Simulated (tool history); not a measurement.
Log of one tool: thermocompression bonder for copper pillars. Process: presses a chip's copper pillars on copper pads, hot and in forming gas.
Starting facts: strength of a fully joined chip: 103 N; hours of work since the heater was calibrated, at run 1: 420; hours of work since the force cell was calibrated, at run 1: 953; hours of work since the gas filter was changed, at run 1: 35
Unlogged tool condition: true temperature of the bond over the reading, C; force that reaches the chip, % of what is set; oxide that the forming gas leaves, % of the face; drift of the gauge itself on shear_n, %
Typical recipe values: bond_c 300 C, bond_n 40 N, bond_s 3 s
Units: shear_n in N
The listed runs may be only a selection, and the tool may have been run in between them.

run,hour,bond_c,bond_n,bond_s,hours of work since the heater was calibrated,hours of work since the force cell was calibrated,hours of work since the gas filter was changed,shear_n
1,0,300,40,3,420,953,35,43.8
2,27.5,300,40,3,432,965,46,42.9
3,46.3,300,40,7,440,973,54,58.1
4,68.4,300,40,3,449,982,63,42.7
5,94.7,300,40,3,460,993,74,42.8
6,122.6,303,40,3,471,1005,86,43.6
7,138.6,303,40,3,478,1011,93,43.2
8,158.9,303,40,3,487,1020,101,42.7
9,179.2,303,40,3,495,1028,110,43.1
10,195.3,303,40,3,502,1035,116,43.2
11,219.5,303,40,3,512,1045,126,42.1
12,246.6,300,40,3,523,1057,138,40.3
13,261,300,40,3,529,1063,144,40.6
# hour 274.7: forming gas filter changed
14,282.4,288,32,3,538,1071,3,32.7
15,305.1,288,32,3,548,1081,13,33
16,322.2,286,57,2,555,1088,20,44
17,344.2,286,57,2,564,1097,29,44.2
# hour 364.3: force cell calibrated
18,366.7,286,57,2,573,1,38,45.1
19,381.3,295,34,6,579,7,44,49.5
20,394.4,275,36,7,584,13,49,43.4
21,415.7,274,58,7,593,22,58,60.9
22,432.8,275,34,2,600,29,65,24.9
23,446.6,324,40,6,606,34,71,66.3
24,473.9,300,37,3,617,46,83,41.6
25,488.1,326,40,3,623,52,89,54.5
26,507,326,40,3,631,60,96,53.7

Below, some changes in shear_n between adjacent runs. For each, the amount present without the hidden state too (settings, incoming material, random variation) and the amount remaining for the hidden state with gauge scatter not shared by both compared results:
Run 13 -> 14: bond_c 300 -> 288, bond_n 40 -> 32, forming gas filter changed. shear_n -7.9 N: hidden state +4.5, all else -12.4.
Run 21 -> 22: bond_c 274 -> 275, bond_n 58 -> 34, bond_s 7 -> 2. shear_n -36 N: hidden state +0.7, all else -36.7.
Run 22 -> 23: bond_c 275 -> 324, bond_n 34 -> 40, bond_s 2 -> 6. shear_n +41.4 N: hidden state -2, all else +43.4.

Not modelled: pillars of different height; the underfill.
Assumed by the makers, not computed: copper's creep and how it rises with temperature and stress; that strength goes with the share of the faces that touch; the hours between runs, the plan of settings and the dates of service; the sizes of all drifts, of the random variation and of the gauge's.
